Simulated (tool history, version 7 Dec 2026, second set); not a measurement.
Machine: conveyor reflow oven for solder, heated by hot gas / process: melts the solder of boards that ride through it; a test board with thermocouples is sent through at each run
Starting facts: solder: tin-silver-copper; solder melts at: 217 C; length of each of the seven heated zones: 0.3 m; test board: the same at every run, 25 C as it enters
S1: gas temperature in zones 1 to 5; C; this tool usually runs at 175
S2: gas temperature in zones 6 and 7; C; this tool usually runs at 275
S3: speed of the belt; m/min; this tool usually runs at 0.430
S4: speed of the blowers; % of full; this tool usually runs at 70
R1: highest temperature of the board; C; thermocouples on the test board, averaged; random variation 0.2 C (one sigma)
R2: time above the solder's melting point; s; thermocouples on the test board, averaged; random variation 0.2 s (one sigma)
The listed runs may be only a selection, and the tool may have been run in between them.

run,hour,S1,S2,S3,S4,R1,R2
1,0.0,175,275,0.430,70,259.6,69.2
2,60.4,175,275,0.430,70,259.3,69.5
3,99.4,175,274,0.430,70,258.8,68.7
# hour 157.3: flux residue cleaned out of gas plates and filters
4,162.2,175,273,0.430,70,256.5,67.0
5,223.1,175,273,0.430,70,256.3,66.9
# hour 232.7: belt drive overhauled, speed set with a stopwatch
6,264.5,175,273,0.430,70,255.3,64.2
7,315.9,175,274,0.430,70,255.9,64.9
8,358.2,165,275,0.430,70,254.8,60.2
9,386.7,165,275,0.430,70,254.6,59.9
10,439.6,175,275,0.430,70,256.6,65.0
# hour 449.5: flux residue cleaned out of gas plates and filters, once more
11,509.1,165,275,0.430,70,259.7,64.6
12,545.9,175,275,0.393,70,264.3,78.4
# hour 586.2: thermocouples of zones 6 and 7 changed
13,607.0,175,275,0.393,70,260.7,76.5
14,656.9,175,275,0.376,52,259.0,78.1
15,704.5,175,275,0.376,52,258.8,77.9
16,753.9,186,275,0.430,59,258.1,71.5
17,781.5,175,275,0.430,82,259.3,68.8
18,811.3,175,274,0.412,82,260.1,72.5
19,838.1,175,274,0.412,82,259.7,72.3
20,878.2,175,275,0.356,70,263.5,86.8
21,928.5,175,274,0.430,70,256.7,66.4
# hour 981.5: flux residue cleaned out of gas plates and filters
22,981.5,175,274,0.430,84,260.6,69.8
23,1021.1,175,274,0.430,84,260.4,69.7
24,1086.0,175,274,0.430,84,260.5,70.1
25,1114.0,177,279,0.513,65,255.2,54.8
26,1166.9,179,279,0.513,65,256.1,55.8

What if the next run were any one of these 3? Each begins from the tool's condition after run 26:
A,1223.8,169,279,0.344,77,?,?
B,1223.8,167,278,0.405,70,?,?
C,1223.8,166,275,0.365,81,?,?

run,R1,R2
A,269.7,92.6
B,262.8,72.5
C,264.7,83.1
The same runs, with their run-to-run variation unchanged, on a tool lacking any hidden condition would have given:
run,R1,R2
A,268.5,90.4
B,261.7,70.6
C,263.6,81.1
